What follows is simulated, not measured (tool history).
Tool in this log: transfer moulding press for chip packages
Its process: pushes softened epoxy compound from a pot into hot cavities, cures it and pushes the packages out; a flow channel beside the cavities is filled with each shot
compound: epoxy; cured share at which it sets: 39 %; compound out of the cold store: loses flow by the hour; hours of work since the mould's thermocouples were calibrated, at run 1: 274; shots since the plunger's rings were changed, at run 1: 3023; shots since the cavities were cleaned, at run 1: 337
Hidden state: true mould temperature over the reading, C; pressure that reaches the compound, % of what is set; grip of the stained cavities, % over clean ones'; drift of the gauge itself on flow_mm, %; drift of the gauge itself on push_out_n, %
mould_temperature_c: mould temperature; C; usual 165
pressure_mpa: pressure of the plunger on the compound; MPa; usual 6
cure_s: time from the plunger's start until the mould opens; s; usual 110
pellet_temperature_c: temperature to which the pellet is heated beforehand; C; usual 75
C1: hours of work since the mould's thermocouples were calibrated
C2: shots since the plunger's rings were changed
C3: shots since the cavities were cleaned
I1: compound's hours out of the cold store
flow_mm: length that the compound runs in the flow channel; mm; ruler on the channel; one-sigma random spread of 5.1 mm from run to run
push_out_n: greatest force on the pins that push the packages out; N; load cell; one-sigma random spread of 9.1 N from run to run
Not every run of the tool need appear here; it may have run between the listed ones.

Run 1, day 0: usual settings; C1 274; C2 3023; C3 337; I1 27.7. Result: flow_mm 862 mm, push_out_n 589 N.
Run 2, day 0.483: usual settings; C1 280; C2 3134; C3 448; I1 25.4. Result: flow_mm 872 mm, push_out_n 601 N.
Run 3, day 1.142: usual settings but cure_s 123 s; C1 290; C2 3286; C3 600; I1 23.8. Result: flow_mm 883 mm, push_out_n 563 N.
At day 1.412: cavities cleaned with cleaning compound and waxed.
Run 4, day 1.6: usual settings but cure_s 123 s; C1 295; C2 3377; C3 43; I1 37.9. Result: flow_mm 835 mm, push_out_n 347 N.
Run 5, day 2.262: usual settings but pressure_mpa 5.59 MPa; C1 304; C2 3529; C3 195; I1 11.8. Result: flow_mm 897 mm, push_out_n 505 N.
Run 6, day 2.662: usual settings but pressure_mpa 6.92 MPa; C1 310; C2 3622; C3 288; I1 16.1. Result: flow_mm 967 mm, push_out_n 532 N.
Run 7, day 3.496: usual settings but pressure_mpa 6.92 MPa; C1 321; C2 3813; C3 479; I1 14.2. Result: flow_mm 976 mm, push_out_n 614 N.
Run 8, day 3.983: usual settings; C1 328; C2 3926; C3 592; I1 8.3. Result: flow_mm 920 mm, push_out_n 652 N.
At day 4.233: cavities cleaned with cleaning compound and waxed.
Run 9, day 4.796: usual settings but cure_s 118 s; C1 338; C2 4099; C3 130; I1 25.2. Result: flow_mm 853 mm, push_out_n 409 N.
Run 10, day 5.421: usual settings but cure_s 118 s; C1 347; C2 4243; C3 274; I1 16.1. Result: flow_mm 892 mm, push_out_n 471 N.
Run 11, day 6.2: usual settings but cure_s 118 s; C1 358; C2 4422; C3 453; I1 17.4. Result: flow_mm 886 mm, push_out_n 529 N.
Run 12, day 6.912: usual settings but cure_s 118 s; C1 368; C2 4586; C3 617; I1 26.4. Result: flow_mm 839 mm, push_out_n 570 N.
At day 7.071: cavities cleaned with cleaning compound and waxed.
Run 13, day 7.367: usual settings but cure_s 118 s; C1 373; C2 4676; C3 67; I1 36.3. Result: flow_mm 814 mm, push_out_n 401 N.
Run 14, day 8.204: usual settings but cure_s 118 s; C1 385; C2 4869; C3 260; I1 41.4. Result: flow_mm 786 mm, push_out_n 468 N.
Run 15, day 8.696: usual settings but cure_s 118 s; C1 392; C2 4983; C3 374; I1 44.1. Result: flow_mm 775 mm, push_out_n 518 N.
Run 16, day 9.246: usual settings but pressure_mpa 5.63 MPa, cure_s 118 s, pellet_temperature_c 74 C; C1 399; C2 5110; C3 501; I1 35.1. Result: flow_mm 784 mm, push_out_n 550 N.
At day 9.554: plunger's sealing rings changed.
At day 10.029: cavities cleaned with cleaning compound and waxed.
Run 17, day 10.225: usual settings but pressure_mpa 5.96 MPa, cure_s 131 s; C1 411; C2 141; C3 46; I1 46.9. Result: flow_mm 837 mm, push_out_n 355 N.
Run 18, day 10.833: usual settings but pressure_mpa 7.2 MPa, cure_s 107 s, pellet_temperature_c 73 C; C1 419; C2 280; C3 185; I1 11.2. Result: flow_mm 1064 mm, push_out_n 525 N.
Run 19, day 11.575: usual settings but pressure_mpa 4.99 MPa, pellet_temperature_c 69 C; C1 429; C2 452; C3 357; I1 42. Result: flow_mm 779 mm, push_out_n 557 N.

What will run 20 give?
Run 20, day 12.129: usual settings but mould_temperature_c 159 C, pressure_mpa 4.99 MPa, pellet_temperature_c 69 C; C1 437; C2 579; C3 484; I1 20.2. Result: flow_mm ?, push_out_n ?.

{"run 20": {"flow_mm": 868, "push_out_n": 894}}
Take away the tool's hidden state, keep the run-to-run variation as it was, and the same run would have given flow_mm 883 mm, push_out_n 611 N.
